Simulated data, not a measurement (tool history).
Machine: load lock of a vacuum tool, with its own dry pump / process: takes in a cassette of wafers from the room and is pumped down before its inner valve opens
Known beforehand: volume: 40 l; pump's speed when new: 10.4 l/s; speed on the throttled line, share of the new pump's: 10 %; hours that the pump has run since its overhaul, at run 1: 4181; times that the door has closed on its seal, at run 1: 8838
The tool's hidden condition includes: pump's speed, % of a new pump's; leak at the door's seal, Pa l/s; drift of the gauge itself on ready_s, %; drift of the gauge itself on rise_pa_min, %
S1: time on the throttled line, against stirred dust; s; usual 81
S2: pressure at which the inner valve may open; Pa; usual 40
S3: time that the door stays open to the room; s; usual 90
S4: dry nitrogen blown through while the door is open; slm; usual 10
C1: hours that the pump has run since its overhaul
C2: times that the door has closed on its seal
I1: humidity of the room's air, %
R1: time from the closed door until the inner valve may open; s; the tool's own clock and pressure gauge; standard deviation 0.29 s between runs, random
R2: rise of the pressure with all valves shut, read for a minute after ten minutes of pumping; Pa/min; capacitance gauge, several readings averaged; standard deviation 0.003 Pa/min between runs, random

Run 1, hour 0: usual settings; C1 4181; C2 8838; I1 42.4. Result: R1 104.4 s, R2 0.066 Pa/min.
Run 2, hour 274.6: usual settings; C1 4455; C2 9670; I1 46.8. Result: R1 104.3 s, R2 0.071 Pa/min.
Run 3, hour 527: usual settings but S1 103 s; C1 4708; C2 10435; I1 42.4. Result: R1 124.5 s, R2 0.065 Pa/min.
Run 4, hour 875.7: usual settings but S1 103 s; C1 5056; C2 11493; I1 43.4. Result: R1 124.6 s, R2 0.071 Pa/min.
Run 5, hour 1156.2: usual settings; C1 5337; C2 12343; I1 45.1. Result: R1 104.4 s, R2 0.067 Pa/min.
Run 6, hour 1536.2: usual settings but S1 66 s; C1 5717; C2 13495; I1 46.5. Result: R1 92 s, R2 0.081 Pa/min.
Run 7, hour 1855.1: usual settings; C1 6036; C2 14462; I1 47.4. Result: R1 104.9 s, R2 0.085 Pa/min.
Run 8, hour 2193.1: usual settings; C1 6374; C2 15486; I1 47.8. Result: R1 105.1 s, R2 0.084 Pa/min.
Run 9, hour 2417.8: usual settings but S1 97 s; C1 6598; C2 16167; I1 48.4. Result: R1 119.9 s, R2 0.087 Pa/min.
Run 10, hour 2805.8: usual settings but S1 97 s; C1 6986; C2 17344; I1 44.6. Result: R1 119.8 s, R2 0.079 Pa/min.
Run 11, hour 3038.6: usual settings but S4 19 slm; C1 7219; C2 18049; I1 45.1. Result: R1 105.4 s, R2 0.075 Pa/min.
Run 12, hour 3388.1: usual settings but S4 19 slm; C1 7569; C2 19109; I1 45.9. Result: R1 106.3 s, R2 0.082 Pa/min.
Run 13, hour 3647.8: usual settings but S1 124 s, S2 33 Pa, S3 226 s, S4 24 slm; C1 7828; C2 19897; I1 45.5. Result: R1 144.7 s, R2 0.108 Pa/min.
Run 14, hour 3840.3: usual settings but S1 90 s, S2 80 Pa, S3 37 s, S4 4 slm; C1 8021; C2 20480; I1 45.3. Result: R1 110.7 s, R2 0.079 Pa/min.
Run 15, hour 4085.7: usual settings but S1 90 s, S2 80 Pa, S3 37 s, S4 4 slm; C1 8266; C2 21224; I1 43.6. Result: R1 111.2 s, R2 0.084 Pa/min.
Run 16, hour 4464.8: usual settings but S1 90 s, S2 80 Pa, S3 37 s, S4 4 slm; C1 8645; C2 22373; I1 44.7. Result: R1 111 s, R2 0.085 Pa/min.
Run 17, hour 4891.2: usual settings but S1 90 s, S2 80 Pa, S3 37 s, S4 4 slm; C1 9072; C2 23666; I1 48.3. Result: R1 111.1 s, R2 0.091 Pa/min.
Run 18, hour 5297.8: usual settings but S1 90 s, S2 37 Pa, S3 37 s, S4 4 slm; C1 9478; C2 24899; I1 42.8. Result: R1 114.7 s, R2 0.093 Pa/min.

Estimate the outcome of run 19 from the log above:
Run 19, hour 5587: usual settings but S1 90 s, S2 68 Pa, S3 37 s, S4 21 slm; C1 9768; C2 25775; I1 47.3. Result: R1 ?, R2 ?.

Run 19 produced R1 111 s, R2 0.085 Pa/min.
Without the tool's hidden state the same run would have given R1 108 s, R2 0.024 Pa/min.
